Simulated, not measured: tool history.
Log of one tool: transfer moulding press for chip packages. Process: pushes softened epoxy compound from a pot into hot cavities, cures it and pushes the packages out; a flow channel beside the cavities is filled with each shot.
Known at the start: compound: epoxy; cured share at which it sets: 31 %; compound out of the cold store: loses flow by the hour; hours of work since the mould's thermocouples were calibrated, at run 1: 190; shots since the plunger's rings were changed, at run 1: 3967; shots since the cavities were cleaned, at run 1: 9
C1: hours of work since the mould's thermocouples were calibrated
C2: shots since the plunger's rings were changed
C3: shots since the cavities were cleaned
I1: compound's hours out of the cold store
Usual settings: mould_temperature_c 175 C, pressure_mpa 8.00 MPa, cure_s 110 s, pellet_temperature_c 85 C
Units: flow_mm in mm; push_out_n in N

run 1 hour=0.0 | mould_temperature_c=175 pressure_mpa=8.00 cure_s=110 pellet_temperature_c=85 | C1=190 C2=3967 C3=9 | I1=25.6 | flow_mm=577 push_out_n=252
run 2 hour=11.8 | mould_temperature_c=175 pressure_mpa=8.00 cure_s=110 pellet_temperature_c=85 | C1=197 C2=4067 C3=109 | I1=42.5 | flow_mm=513 push_out_n=278
run 3 hour=18.7 | mould_temperature_c=175 pressure_mpa=6.29 cure_s=110 pellet_temperature_c=85 | C1=201 C2=4126 C3=168 | I1=30.6 | flow_mm=495 push_out_n=287
run 4 hour=30.9 | mould_temperature_c=179 pressure_mpa=6.29 cure_s=110 pellet_temperature_c=85 | C1=207 C2=4230 C3=272 | I1=38.1 | flow_mm=455 push_out_n=286
run 5 hour=40.5 | mould_temperature_c=175 pressure_mpa=8.00 cure_s=127 pellet_temperature_c=85 | C1=212 C2=4311 C3=353 | I1=37.1 | flow_mm=525 push_out_n=301
run 6 hour=49.1 | mould_temperature_c=175 pressure_mpa=8.00 cure_s=127 pellet_temperature_c=85 | C1=217 C2=4385 C3=427 | I1=10.1 | flow_mm=625 push_out_n=329
run 7 hour=57.4 | mould_temperature_c=175 pressure_mpa=8.00 cure_s=129 pellet_temperature_c=84 | C1=222 C2=4455 C3=497 | I1=44.4 | flow_mm=511 push_out_n=337
run 8 hour=70.2 | mould_temperature_c=175 pressure_mpa=8.00 cure_s=129 pellet_temperature_c=84 | C1=229 C2=4564 C3=606 | I1=16.1 | flow_mm=607 push_out_n=364
-- hour=77.6 cavities cleaned with cleaning compound and waxed
run 9 hour=77.6 | mould_temperature_c=170 pressure_mpa=8.88 cure_s=129 pellet_temperature_c=82 | C1=232 C2=4614 C3=0 | I1=30.5 | flow_mm=597 push_out_n=254
run 10 hour=89.4 | mould_temperature_c=170 pressure_mpa=8.88 cure_s=129 pellet_temperature_c=82 | C1=239 C2=4715 C3=101 | I1=28.9 | flow_mm=607 push_out_n=298

The same runs without the tool's hidden state, with the same run-to-run variation:
The hidden state here: true mould temperature over the reading, C; pressure that reaches the compound, % of what is set; grip of the stained cavities, % over clean ones'; drift of the gauge itself on flow_mm, %; drift of the gauge itself on push_out_n, %.
run=1 flow_mm=621 push_out_n=247
run=2 flow_mm=554 push_out_n=239
run=3 flow_mm=535 push_out_n=232
run=4 flow_mm=493 push_out_n=210
run=5 flow_mm=570 push_out_n=206
run=6 flow_mm=678 push_out_n=215
run=7 flow_mm=556 push_out_n=210
run=8 flow_mm=661 push_out_n=213
run=9 flow_mm=652 push_out_n=249
run=10 flow_mm=663 push_out_n=255
